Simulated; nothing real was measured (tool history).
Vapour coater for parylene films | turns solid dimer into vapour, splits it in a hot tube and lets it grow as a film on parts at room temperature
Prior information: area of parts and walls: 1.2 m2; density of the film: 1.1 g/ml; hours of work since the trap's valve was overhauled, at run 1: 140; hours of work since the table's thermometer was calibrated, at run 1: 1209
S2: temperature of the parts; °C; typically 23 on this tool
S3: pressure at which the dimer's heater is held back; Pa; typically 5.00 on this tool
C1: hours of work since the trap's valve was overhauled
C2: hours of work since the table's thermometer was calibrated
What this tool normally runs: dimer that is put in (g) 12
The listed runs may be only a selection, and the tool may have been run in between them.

{"run": 1, "hour": 0.0, "dimer that is put in (g)": 12, "S2": 23, "S3": 5.0, "C1": 140, "C2": 1209, "thickness of the film (nm)": 5410}
{"hour": 7.3, "done": "table's thermometer calibrated"}
{"run": 2, "hour": 35.0, "dimer that is put in (g)": 12, "S2": 23, "S3": 5.0, "C1": 159, "C2": 15, "thickness of the film (nm)": 5310}
{"run": 3, "hour": 98.9, "dimer that is put in (g)": 12, "S2": 23, "S3": 5.0, "C1": 195, "C2": 51, "thickness of the film (nm)": 5280}
{"run": 4, "hour": 158.0, "dimer that is put in (g)": 7, "S2": 23, "S3": 5.0, "C1": 228, "C2": 84, "thickness of the film (nm)": 3060}
{"hour": 187.5, "done": "trap's valve overhauled"}
{"run": 5, "hour": 224.0, "dimer that is put in (g)": 7, "S2": 23, "S3": 5.0, "C1": 20, "C2": 119, "thickness of the film (nm)": 3160}
{"run": 6, "hour": 273.9, "dimer that is put in (g)": 5, "S2": 23, "S3": 5.0, "C1": 48, "C2": 147, "thickness of the film (nm)": 2250}
{"run": 7, "hour": 312.5, "dimer that is put in (g)": 5, "S2": 23, "S3": 5.0, "C1": 70, "C2": 168, "thickness of the film (nm)": 2250}
{"run": 8, "hour": 346.8, "dimer that is put in (g)": 5, "S2": 23, "S3": 5.0, "C1": 89, "C2": 187, "thickness of the film (nm)": 2220}
{"run": 9, "hour": 411.8, "dimer that is put in (g)": 12, "S2": 23, "S3": 10.13, "C1": 125, "C2": 223, "thickness of the film (nm)": 5090}
{"run": 10, "hour": 473.1, "dimer that is put in (g)": 12, "S2": 23, "S3": 10.13, "C1": 159, "C2": 258, "thickness of the film (nm)": 5040}
{"run": 11, "hour": 528.3, "dimer that is put in (g)": 12, "S2": 23, "S3": 5.0, "C1": 190, "C2": 288, "thickness of the film (nm)": 5220}
{"run": 12, "hour": 585.3, "dimer that is put in (g)": 6, "S2": 33, "S3": 6.23, "C1": 222, "C2": 320, "thickness of the film (nm)": 2170}
{"hour": 626.3, "done": "trap's valve overhauled"}
{"run": 13, "hour": 636.4, "dimer that is put in (g)": 12, "S2": 21, "S3": 4.41, "C1": 6, "C2": 346, "thickness of the film (nm)": 5650}
{"run": 14, "hour": 670.3, "dimer that is put in (g)": 11, "S2": 26, "S3": 4.41, "C1": 25, "C2": 365, "thickness of the film (nm)": 4760}
{"run": 15, "hour": 709.3, "dimer that is put in (g)": 11, "S2": 26, "S3": 4.41, "C1": 46, "C2": 387, "thickness of the film (nm)": 4710}
{"run": 16, "hour": 745.0, "dimer that is put in (g)": 16, "S2": 23, "S3": 2.4, "C1": 66, "C2": 407, "thickness of the film (nm)": 7510}
{"run": 17, "hour": 804.7, "dimer that is put in (g)": 14, "S2": 25, "S3": 2.04, "C1": 99, "C2": 440, "thickness of the film (nm)": 6390}
{"run": 18, "hour": 852.8, "dimer that is put in (g)": 16, "S2": 25, "S3": 2.93, "C1": 126, "C2": 467, "thickness of the film (nm)": 7080}
{"run": 19, "hour": 887.5, "dimer that is put in (g)": 16, "S2": 25, "S3": 2.93, "C1": 146, "C2": 487, "thickness of the film (nm)": 7050}
{"run": 20, "hour": 924.3, "dimer that is put in (g)": 16, "S2": 25, "S3": 2.13, "C1": 166, "C2": 507, "thickness of the film (nm)": 7170}
{"run": 21, "hour": 970.0, "dimer that is put in (g)": 13, "S2": 23, "S3": 5.2, "C1": 192, "C2": 533, "thickness of the film (nm)": 5640}
{"run": 22, "hour": 1031.2, "dimer that is put in (g)": 7, "S2": 19, "S3": 2.14, "C1": 226, "C2": 567, "thickness of the film (nm)": 3430}

Each row is a separate what-if for the run after 22, all from the same tool condition, not one after another. Results?
{"hour": 1062.0, "done": "trap's valve overhauled"}
{"run": "A", "hour": 1094.2, "dimer that is put in (g)": 7, "S2": 26, "S3": 5.0, "C1": 18, "C2": 600, "thickness of the film (nm)": "?"}
{"hour": 1062.0, "done": "trap's valve overhauled"}
{"run": "B", "hour": 1094.2, "dimer that is put in (g)": 7, "S2": 21, "S3": 2.14, "C1": 18, "C2": 600, "thickness of the film (nm)": "?"}
{"hour": 1062.0, "done": "trap's valve overhauled"}
{"run": "C", "hour": 1094.2, "dimer that is put in (g)": 11, "S2": 19, "S3": 3.62, "C1": 18, "C2": 600, "thickness of the film (nm)": "?"}

run=A thickness_of_the_film_(nm)=3030
run=B thickness_of_the_film_(nm)=3450
run=C thickness_of_the_film_(nm)=5430
With the hidden condition removed and each run's random variation left untouched, the same runs would have given:
run=A thickness_of_the_film_(nm)=3030
run=B thickness_of_the_film_(nm)=3460
run=C thickness_of_the_film_(nm)=5450

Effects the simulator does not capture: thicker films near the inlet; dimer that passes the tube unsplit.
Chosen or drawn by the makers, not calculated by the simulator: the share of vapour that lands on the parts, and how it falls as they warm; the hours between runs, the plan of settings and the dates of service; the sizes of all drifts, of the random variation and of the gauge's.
